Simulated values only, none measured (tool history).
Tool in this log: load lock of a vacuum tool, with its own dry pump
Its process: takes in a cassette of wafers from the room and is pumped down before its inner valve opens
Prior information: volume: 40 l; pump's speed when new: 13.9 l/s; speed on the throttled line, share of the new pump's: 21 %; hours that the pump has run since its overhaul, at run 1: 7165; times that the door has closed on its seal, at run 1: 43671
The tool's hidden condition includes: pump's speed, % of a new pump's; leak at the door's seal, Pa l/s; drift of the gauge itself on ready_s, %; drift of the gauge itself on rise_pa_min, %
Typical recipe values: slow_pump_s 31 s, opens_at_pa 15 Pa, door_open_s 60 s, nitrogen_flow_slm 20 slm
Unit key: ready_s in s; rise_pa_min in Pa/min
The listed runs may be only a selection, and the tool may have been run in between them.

run	hour	slow_pump_s	opens_at_pa	door_open_s	nitrogen_flow_slm	hours that the pump has run since its overhaul	times that the door has closed on its seal	incoming humidity of the room's air, %	ready_s	rise_pa_min
1	0.0	31	15	60	20	7165	43671	46.4	54.7	0.093
2	423.3	31	15	154	20	7589	45251	46.2	54.6	0.098
3	852.7	31	15	154	20	8018	46854	43.9	55.3	0.105
4	1177.2	31	15	154	20	8342	48065	42.6	55.5	0.112
5	1547.3	19	15	60	20	8713	49448	44.8	47.3	0.107
# hour 1914.5: dry pump taken out, an overhauled one fitted
6	2023.5	19	15	60	20	109	51203	43.5	40.5	0.114
7	2334.4	19	15	60	20	420	52363	49.0	41.0	0.121
8	2769.8	41	15	60	20	855	53989	43.3	58.2	0.128
9	3248.0	41	15	60	20	1333	55774	47.4	59.3	0.134
10	3520.9	41	15	60	20	1606	56794	45.4	58.7	0.138
11	4086.3	47	15	60	20	2172	58904	44.5	63.3	0.145
12	4691.7	47	15	60	20	2777	61164	43.9	64.1	0.149
# hour 4872.6: door's seal changed, seat wiped
13	5090.4	47	15	60	20	3174	814	44.8	63.5	0.012
14	5548.4	52	29	60	41	3632	2523	45.4	66.7	0.014
15	6176.4	52	29	60	41	4260	4868	43.8	66.2	0.014
16	6737.4	52	29	60	41	4821	6962	44.6	67.7	0.022
17	6996.5	31	15	134	11	5080	7930	48.6	52.9	0.042
18	7501.4	31	15	134	11	5585	9815	44.1	53.1	0.036
19	7844.1	44	15	134	7	5928	11094	44.4	62.9	0.049
20	8394.0	31	15	60	6	6478	13148	42.3	55.0	0.037
21	8672.1	31	12	60	11	6756	14185	45.9	55.3	0.040

3 ways to go on from here, each from the tool as it stands after run 21. What would each give?
A	8936.3	21	21	77	20	7020	15172	41.3	?	?
B	8936.3	35	26	60	31	7020	15172	43.4	?	?
C	8936.3	31	12	77	11	7020	15172	44.6	?	?

run	ready_s	rise_pa_min
A	46.1	0.030
B	55.4	0.026
C	56.4	0.040
What these runs would have given with no unlogged condition in the tool:
run	ready_s	rise_pa_min
A	41.0	0.014
B	51.2	0.011
C	51.3	0.024
